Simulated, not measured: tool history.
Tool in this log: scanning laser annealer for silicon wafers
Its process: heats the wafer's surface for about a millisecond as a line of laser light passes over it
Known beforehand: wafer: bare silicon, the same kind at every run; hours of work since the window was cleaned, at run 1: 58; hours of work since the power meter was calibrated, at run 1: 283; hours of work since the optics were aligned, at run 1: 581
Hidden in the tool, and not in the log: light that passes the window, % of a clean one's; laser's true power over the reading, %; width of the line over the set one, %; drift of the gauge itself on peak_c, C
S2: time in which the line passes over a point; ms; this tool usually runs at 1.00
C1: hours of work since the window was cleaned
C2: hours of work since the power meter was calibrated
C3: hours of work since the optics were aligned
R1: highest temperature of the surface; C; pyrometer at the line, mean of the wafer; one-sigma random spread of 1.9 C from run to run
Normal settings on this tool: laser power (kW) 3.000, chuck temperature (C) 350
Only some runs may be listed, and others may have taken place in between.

Run 1, hour 0.0: usual settings; C1 58; C2 283; C3 581. Result: R1 1085 C.
Run 2, hour 8.4: usual settings but chuck temperature (C) 378; C1 64; C2 289; C3 586. Result: R1 1114 C.
Run 3, hour 17.9: usual settings but S2 0.73 ms; C1 70; C2 296; C3 593. Result: R1 980 C.
Run 4, hour 23.7: usual settings but S2 0.73 ms; C1 74; C2 300; C3 597. Result: R1 982 C.
Run 5, hour 33.1: usual settings but S2 0.73 ms; C1 81; C2 306; C3 603. Result: R1 981 C.
Run 6, hour 42.4: usual settings but chuck temperature (C) 371; C1 87; C2 312; C3 610. Result: R1 1105 C.
Run 7, hour 50.6: usual settings but chuck temperature (C) 371; C1 93; C2 318; C3 615. Result: R1 1106 C.
Run 8, hour 58.1: usual settings but chuck temperature (C) 371; C1 98; C2 323; C3 620. Result: R1 1106 C.
Run 9, hour 62.5: usual settings; C1 101; C2 326; C3 623. Result: R1 1083 C.
Run 10, hour 72.0: usual settings but chuck temperature (C) 314; C1 107; C2 333; C3 630. Result: R1 1048 C.
Run 11, hour 79.9: usual settings but chuck temperature (C) 314; C1 113; C2 338; C3 635. Result: R1 1047 C.
Run 12, hour 89.4: usual settings but chuck temperature (C) 314; C1 119; C2 345; C3 642. Result: R1 1046 C.
Run 13, hour 95.8: usual settings but laser power (kW) 2.589, chuck temperature (C) 337; C1 124; C2 349; C3 646. Result: R1 942 C.
Run 14, hour 106.2: usual settings but laser power (kW) 2.831, S2 0.73 ms, chuck temperature (C) 364; C1 131; C2 356; C3 653. Result: R1 948 C.
Run 15, hour 116.4: usual settings but laser power (kW) 2.831, S2 0.73 ms, chuck temperature (C) 364; C1 138; C2 363; C3 660. Result: R1 948 C.
Run 16, hour 123.9: usual settings but laser power (kW) 2.831, S2 0.97 ms, chuck temperature (C) 369; C1 143; C2 368; C3 665. Result: R1 1042 C.
Run 17, hour 130.8: usual settings but S2 0.76 ms, chuck temperature (C) 352; C1 148; C2 373; C3 670. Result: R1 992 C.
Run 18, hour 140.3: usual settings but laser power (kW) 2.555, S2 0.75 ms, chuck temperature (C) 375; C1 154; C2 379; C3 677. Result: R1 897 C.
Run 19, hour 146.8: usual settings but laser power (kW) 2.555, S2 0.75 ms, chuck temperature (C) 375; C1 158; C2 384; C3 681. Result: R1 895 C.
Run 20, hour 152.7: usual settings but S2 0.72 ms; C1 163; C2 388; C3 685. Result: R1 974 C.

Some steps in R1, run to run, broken into two amounts with sign: the step expected even without the hidden condition (settings, incoming material, random variation), and the rest, left for the hidden condition together with whatever gauge scatter is not in both the measured and the hidden-condition-free result:
Run 1 -> 2: chuck temperature (C) 350 -> 378. R1 +29 C: hidden state +1, all else +28.
Run 2 -> 3: S2 1.00 -> 0.73, chuck temperature (C) 378 -> 350. R1 -134 C: hidden state +1, all else -135.
Run 5 -> 6: S2 0.73 -> 1.00, chuck temperature (C) 350 -> 371. R1 +124 C: hidden state -1, all else +125.
Run 19 -> 20: laser power (kW) 2.555 -> 3.000, S2 0.75 -> 0.72, chuck temperature (C) 375 -> 350. R1 +79 C: hidden state -2, all else +81.

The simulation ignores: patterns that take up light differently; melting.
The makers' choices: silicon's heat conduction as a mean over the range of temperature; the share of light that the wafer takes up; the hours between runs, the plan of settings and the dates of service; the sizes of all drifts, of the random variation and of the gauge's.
